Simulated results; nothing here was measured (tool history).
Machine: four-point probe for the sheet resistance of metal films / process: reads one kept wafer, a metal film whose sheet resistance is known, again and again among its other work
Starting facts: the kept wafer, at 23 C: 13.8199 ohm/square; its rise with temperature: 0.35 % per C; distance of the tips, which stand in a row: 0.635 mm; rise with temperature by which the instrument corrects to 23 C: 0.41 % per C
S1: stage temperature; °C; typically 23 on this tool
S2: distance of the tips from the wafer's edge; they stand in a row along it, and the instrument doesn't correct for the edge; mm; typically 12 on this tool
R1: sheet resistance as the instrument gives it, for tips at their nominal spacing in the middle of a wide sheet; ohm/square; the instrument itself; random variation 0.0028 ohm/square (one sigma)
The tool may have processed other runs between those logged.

Run 1, hour 0: usual settings. Result: R1 13.884947 ohm/square.
Run 2, hour 114: usual settings. Result: R1 13.886665 ohm/square.
Run 3, hour 225.1: usual settings. Result: R1 13.885178 ohm/square.
Run 4, hour 281.6: usual settings. Result: R1 13.886838 ohm/square.
Run 5, hour 377: usual settings. Result: R1 13.888028 ohm/square.
Run 6, hour 480.6: usual settings but S1 33 °C. Result: R1 13.805068 ohm/square.
Run 7, hour 581: usual settings. Result: R1 13.885177 ohm/square.
Run 8, hour 689.9: usual settings but S2 29 mm. Result: R1 13.863716 ohm/square.
Run 9, hour 752: usual settings. Result: R1 13.885875 ohm/square.
Run 10, hour 816.3: usual settings. Result: R1 13.879518 ohm/square.
Run 11, hour 866.5: usual settings. Result: R1 13.876447 ohm/square.
Run 12, hour 981: usual settings. Result: R1 13.883319 ohm/square.
Run 13, hour 1080.7: usual settings. Result: R1 13.878651 ohm/square.
Run 14, hour 1144.6: usual settings. Result: R1 13.875839 ohm/square.
Run 15, hour 1261.2: usual settings but S1 21 °C, S2 51 mm. Result: R1 13.868055 ohm/square.
Run 16, hour 1364.8: usual settings but S1 21 °C, S2 51 mm. Result: R1 13.868087 ohm/square.
Run 17, hour 1473.5: usual settings but S1 31 °C, S2 51 mm. Result: R1 13.790108 ohm/square.
At hour 1508.8: stage's thermometer calibrated.
Run 18, hour 1586: usual settings but S1 24 °C. Result: R1 13.851454 ohm/square.
Run 19, hour 1654: usual settings but S1 19 °C, S2 20 mm. Result: R1 13.880106 ohm/square.
Run 20, hour 1724.4: usual settings but S1 28 °C, S2 65 mm. Result: R1 13.797077 ohm/square.
Run 21, hour 1784.1: usual settings but S1 28 °C, S2 65 mm. Result: R1 13.798738 ohm/square.
Run 22, hour 1835.1: usual settings but S1 28 °C, S2 65 mm. Result: R1 13.795292 ohm/square.
Run 23, hour 1955.4: usual settings but S1 19 °C, S2 67 mm. Result: R1 13.865937 ohm/square.
Run 24, hour 2012.6: usual settings but S1 19 °C, S2 67 mm. Result: R1 13.869164 ohm/square.
Run 25, hour 2096.6: usual settings but S1 22 °C, S2 28 mm. Result: R1 13.843397 ohm/square.
Run 26, hour 2188.1: usual settings but S1 24 °C, S2 14 mm. Result: R1 13.84323 ohm/square.
Run 27, hour 2244.6: usual settings but S1 19 °C, S2 4 mm. Result: R1 14.041349 ohm/square.

Run 28 has not been measured yet. What should we expect?
Run 28, hour 2341.9: usual settings but S1 19 °C, S2 4 mm. Result: R1 ?.

Logged for run 28: R1 14.043643 ohm/square.
On a tool with no hidden condition, and with the same random variation, this run would have come out at R1 14.034581 ohm/square.
